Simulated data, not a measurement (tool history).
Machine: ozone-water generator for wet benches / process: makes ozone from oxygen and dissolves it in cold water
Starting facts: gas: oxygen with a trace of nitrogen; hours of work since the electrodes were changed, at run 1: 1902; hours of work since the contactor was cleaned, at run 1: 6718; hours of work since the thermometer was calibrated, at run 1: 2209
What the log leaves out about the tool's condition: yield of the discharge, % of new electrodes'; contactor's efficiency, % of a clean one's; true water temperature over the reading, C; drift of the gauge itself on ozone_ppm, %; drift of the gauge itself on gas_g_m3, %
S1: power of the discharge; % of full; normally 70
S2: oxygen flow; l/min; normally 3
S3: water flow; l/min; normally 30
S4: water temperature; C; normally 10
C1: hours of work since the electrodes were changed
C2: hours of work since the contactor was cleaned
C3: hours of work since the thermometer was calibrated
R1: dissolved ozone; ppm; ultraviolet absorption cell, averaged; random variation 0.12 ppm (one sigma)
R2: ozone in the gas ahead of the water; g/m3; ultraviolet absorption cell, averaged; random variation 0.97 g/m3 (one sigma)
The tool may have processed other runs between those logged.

run 1 hour=0 | S1=70 S2=3 S3=30 S4=10 | C1=1902 C2=6718 C3=2209 | R1=11.6 R2=167.8
run 2 hour=66.1 | S1=70 S2=3 S3=30 S4=10 | C1=1951 C2=6767 C3=2258 | R1=11.2 R2=165.6
run 3 hour=103.7 | S1=70 S2=3 S3=30 S4=10 | C1=1979 C2=6795 C3=2286 | R1=11.3 R2=166
run 4 hour=149.2 | S1=70 S2=3 S3=30 S4=10 | C1=2012 C2=6829 C3=2319 | R1=11.5 R2=167.5
run 5 hour=216.3 | S1=70 S2=3 S3=30 S4=10 | C1=2062 C2=6879 C3=2369 | R1=11.5 R2=166.5
run 6 hour=261.2 | S1=70 S2=3 S3=30 S4=10 | C1=2095 C2=6912 C3=2402 | R1=11.2 R2=167.7
run 7 hour=302.8 | S1=70 S2=2.19 S3=30 S4=10 | C1=2126 C2=6943 C3=2433 | R1=10.2 R2=201.1
run 8 hour=381.9 | S1=70 S2=2.19 S3=30 S4=10 | C1=2185 C2=7001 C3=2492 | R1=10.6 R2=200.3
run 9 hour=456.5 | S1=70 S2=2.19 S3=30 S4=10 | C1=2240 C2=7057 C3=2547 | R1=10.4 R2=201.8
run 10 hour=521.5 | S1=70 S2=2.19 S3=30 S4=10 | C1=2288 C2=7105 C3=2595 | R1=10.5 R2=201.3
run 11 hour=569.3 | S1=70 S2=2.19 S3=30 S4=10 | C1=2324 C2=7140 C3=2631 | R1=10.4 R2=200.7
run 12 hour=639.9 | S1=70 S2=2.19 S3=30 S4=10 | C1=2376 C2=7193 C3=2683 | R1=10.4 R2=201.7
run 13 hour=702.8 | S1=70 S2=2.19 S3=30 S4=10 | C1=2423 C2=7239 C3=2729 | R1=10.5 R2=199.9
run 14 hour=754.7 | S1=65 S2=3.83 S3=45 S4=10 | C1=2461 C2=7278 C3=2768 | R1=7.4 R2=140.6
run 15 hour=795.4 | S1=45 S2=3 S3=43 S4=11 | C1=2491 C2=7308 C3=2798 | R1=5.8 R2=129.8
run 16 hour=869.5 | S1=71 S2=3 S3=22 S4=11 | C1=2546 C2=7363 C3=2853 | R1=15.6 R2=170.3
run 17 hour=914.9 | S1=85 S2=3 S3=48 S4=6 | C1=2580 C2=7396 C3=2887 | R1=7.4 R2=191.3
run 18 hour=951.5 | S1=85 S2=3 S3=48 S4=6 | C1=2607 C2=7423 C3=2914 | R1=7.6 R2=192.1
run 19 hour=984.6 | S1=73 S2=3.91 S3=48 S4=8 | C1=2631 C2=7448 C3=2938 | R1=7.5 R2=151
run 20 hour=1026.2 | S1=73 S2=3.91 S3=48 S4=8 | C1=2662 C2=7479 C3=2969 | R1=7.5 R2=150
run 21 hour=1066.6 | S1=56 S2=3.91 S3=48 S4=10 | C1=2692 C2=7509 C3=2999 | R1=6.3 R2=127.9
run 22 hour=1122.2 | S1=64 S2=3.11 S3=19 S4=6 | C1=2733 C2=7550 C3=3040 | R1=17.7 R2=158.7
run 23 hour=1159.4 | S1=70 S2=3.85 S3=30 S4=13 | C1=2761 C2=7577 C3=3068 | R1=11.9 R2=147.6
run 24 hour=1240.7 | S1=70 S2=3.85 S3=30 S4=13 | C1=2821 C2=7638 C3=3128 | R1=11.7 R2=148.7

For each run, the measured value with the value that run would have given without the tool's hidden condition subtracted. The run-to-run variation is shared by both, the gauge scatter possibly not:
run=1 R2=-0.2
run=2 R2=+0.2
run=3 R2=+0.3
run=4 R2=+0.4
run=5 R2=+0.7
run=6 R2=+0.8
run=7 R2=+1.2
run=8 R2=+1.5
run=9 R2=+1.9
run=10 R2=+2.1
run=11 R2=+2.4
run=12 R2=+2.7
run=13 R2=+2.9
run=14 R2=+2.2
run=15 R2=+2.2
run=16 R2=+3.1
run=17 R2=+3.7
run=18 R2=+3.9
run=19 R2=+3.1
run=20 R2=+3.3
run=21 R2=+2.9
run=22 R2=+3.8
run=23 R2=+3.6
run=24 R2=+3.9
R1: differs from the measured result by no more than 0.1 ppm in any run.
